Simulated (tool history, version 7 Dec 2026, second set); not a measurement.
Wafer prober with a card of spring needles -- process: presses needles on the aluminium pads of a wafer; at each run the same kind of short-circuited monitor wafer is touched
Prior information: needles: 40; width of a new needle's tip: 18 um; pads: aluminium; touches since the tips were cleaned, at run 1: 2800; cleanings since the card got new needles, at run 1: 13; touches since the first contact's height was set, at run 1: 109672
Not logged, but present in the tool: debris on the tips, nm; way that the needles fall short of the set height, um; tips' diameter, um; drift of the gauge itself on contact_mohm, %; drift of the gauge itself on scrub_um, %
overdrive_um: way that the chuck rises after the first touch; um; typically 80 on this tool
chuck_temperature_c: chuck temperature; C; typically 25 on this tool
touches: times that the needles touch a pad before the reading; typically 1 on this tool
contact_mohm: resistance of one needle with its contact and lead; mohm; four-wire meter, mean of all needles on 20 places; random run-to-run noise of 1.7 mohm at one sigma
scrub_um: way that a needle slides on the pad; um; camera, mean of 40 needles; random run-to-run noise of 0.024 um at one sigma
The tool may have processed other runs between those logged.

run   hour  overdrive_um  chuck_temperature_c  touches  touches since the tips were cleaned  cleanings since the card got new needles  touches since the first contact's height was set  contact_mohm  scrub_um
  1    0.0            80                   25        1                                 2800                                        13                                            109672           321     12.40
       7.7  -- height of the first contact set anew
       9.0  -- tips cleaned on abrasive film
  2   19.4            80                   25        1                                 5150                                        14                                              5753           378     12.52
      23.5  -- tips cleaned on abrasive film
  3   31.9            80                   25        1                                 4156                                        15                                             11930           343     12.50
      37.6  -- tips cleaned on abrasive film
  4   45.6            80                   25        1                                 3971                                        16                                             18691           345     12.51
      52.3  -- tips cleaned on abrasive film
  5   54.2            80                   25        1                                  979                                        17                                             22961           241     12.50
      66.3  -- tips cleaned on abrasive film
      69.7  -- tips cleaned on abrasive film, once more
  6   72.1            80                   25        1                                 1184                                        19                                             31742           266     12.45
      84.1  -- tips cleaned on abrasive film
  7   87.1            80                   37        1                                 1461                                        20                                             39160           287     12.46
      98.4  -- tips cleaned on abrasive film
  8   99.5            80                   37        1                                  545                                        21                                             45283           226     12.42
     112.5  -- tips cleaned on abrasive film
  9  114.9            76                   37        1                                 1174                                        22                                             52909           285     11.78
 10  123.8            76                   37        1                                 5635                                        22                                             57370           381     11.77
     127.2  -- tips cleaned on abrasive film
     141.6  -- tips cleaned on abrasive film
 11  142.0            76                   37        1                                  223                                        24                                             66332           219     11.80
     155.4  -- tips cleaned on abrasive film
 12  156.0            76                   37        1                                  276                                        25                                             73219           219     11.76
     169.2  -- tips cleaned on abrasive film
 13  172.7            76                   37        1                                 1735                                        26                                             81512           307     11.76
     183.2  -- tips cleaned on abrasive film
 14  184.2            98                   25        1                                  464                                        27                                             87164           200     15.14
     196.9  -- tips cleaned on abrasive film
 15  196.9            98                   25        1                                    0                                        28                                             93466           176     15.15
 16  206.5            80                   25        1                                 4759                                        28                                             98225           368     12.33
     211.1  -- tips cleaned on abrasive film
 17  214.5            93                   25        1                                 1693                                        29                                            102175           262     14.33
     224.9  -- tips cleaned on abrasive film
 18  227.7            93                   25        1                                 1407                                        30                                            108712           246     14.35
     237.9  -- height of the first contact set anew
     239.0  -- tips cleaned on abrasive film
 19  247.0            75                   25        1                                 4002                                        31                                              4503           376     11.74
     253.1  -- tips cleaned on abrasive film
 20  260.5            75                   25        2                                 3675                                        32                                             11183           287     11.70
     267.1  -- tips cleaned on abrasive film
 21  278.3            75                   25        2                                 5604                                        33                                             20013           304     11.64
     281.0  -- tips cleaned on abrasive film
     295.2  -- tips cleaned on abrasive film
 22  296.4            66                   80        1                                  587                                        35                                             28910           277     10.24
     310.2  -- tips cleaned on abrasive film
 23  313.5            66                   80        1                                 1651                                        36                                             37362           349     10.26
     324.4  -- tips cleaned on abrasive film
 24  328.4            91                   26        2                                 1996                                        37                                             44739           227     14.12
     339.0  -- tips cleaned on abrasive film
 25  345.7            84                   49        3                                 3352                                        38                                             53296           233     13.07
     353.5  -- tips cleaned on abrasive film
 26  355.8            84                   49        3                                 1151                                        39                                             58297           205     13.00
     367.5  -- tips cleaned on abrasive film
 27  369.2            84                   49        3                                  842                                        40                                             64890           198     13.02
     381.0  -- tips cleaned on abrasive film
 28  381.2            84                   49        3                                  102                                        41                                             70859           186     13.02
     394.9  -- tips cleaned on abrasive film
 29  400.2            84                   49        3                                 2645                                        42                                             80271           226     13.00
     408.7  -- tips cleaned on abrasive film
 30  415.7            80                  121        1                                 3483                                        43                                             87902           345     12.35
     422.3  -- tips cleaned on abrasive film
 31  429.9            80                  121        1                                 3775                                        44                                             94915           356     12.36
     436.3  -- tips cleaned on abrasive film
 32  439.4            80                  108        2                                 1577                                        45                                             99631           253     12.33

For each run, the measured value with the value that run would have given without the tool's hidden condition subtracted. The run-to-run variation is shared by both, the gauge scatter possibly not:
run  contact_mohm  scrub_um
  1          +150     -0.15
  2          +209     +0.00
  3          +173     -0.01
  4          +174     -0.03
  5           +70     -0.03
  6           +98     -0.05
  7          +114     -0.06
  8           +57     -0.07
  9          +109     -0.09
 10          +209     -0.08
 11           +45     -0.11
 12           +45     -0.12
 13          +136     -0.13
 14           +32     -0.15
 15            +9     -0.16
 16          +198     -0.16
 17           +96     -0.17
 18           +79     -0.18
 19          +206     -0.01
 20          +118     -0.02
 21          +133     -0.03
 22           +93     -0.06
 23          +163     -0.07
 24           +60     -0.07
 25           +58     -0.09
 26           +31     -0.11
 27           +23     -0.11
 28           +10     -0.12
 29           +52     -0.14
 30          +159     -0.15
 31          +163     -0.16
 32           +64     -0.16
